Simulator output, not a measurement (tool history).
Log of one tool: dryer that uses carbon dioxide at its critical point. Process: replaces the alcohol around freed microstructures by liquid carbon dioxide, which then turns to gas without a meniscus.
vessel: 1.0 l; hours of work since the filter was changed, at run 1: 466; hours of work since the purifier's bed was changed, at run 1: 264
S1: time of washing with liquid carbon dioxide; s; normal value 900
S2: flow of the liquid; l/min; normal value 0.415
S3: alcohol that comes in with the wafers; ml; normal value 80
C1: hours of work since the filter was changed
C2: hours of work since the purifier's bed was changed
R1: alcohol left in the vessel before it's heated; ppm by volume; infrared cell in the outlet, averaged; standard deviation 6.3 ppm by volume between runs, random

| run | hour | S1 | S2 | S3 | C1 | C2 | R1 |
|---|---|---|---|---|---|---|---|
| 1 | 0 | 900 | 0.415 | 80 | 466 | 264 | 429 |
| 2 | 22.9 | 900 | 0.415 | 74 | 474 | 273 | 410 |
| 3 | 58.8 | 900 | 0.415 | 74 | 487 | 286 | 420 |
| 4 | 80.3 | 900 | 0.415 | 74 | 495 | 294 | 419 |
| 5 | 112.5 | 900 | 0.415 | 74 | 507 | 305 | 428 |
| 6 | 137.8 | 900 | 0.382 | 80 | 516 | 315 | 711 |
| 7 | 174.6 | 900 | 0.382 | 80 | 529 | 328 | 705 |
| 8 | 211.1 | 900 | 0.38 | 80 | 543 | 341 | 746 |
|  | 251.1 | inlet filter changed |
| 9 | 251.6 | 1320 | 0.415 | 80 | 0 | 356 | 34 |

What will run 10 give?
| 10 | 278.3 | 900 | 0.415 | 80 | 10 | 365 | ? |

{"run 10": {"R1": 277}}
Minus the tool's unlogged condition, the same run would have read R1 253 ppm by volume.
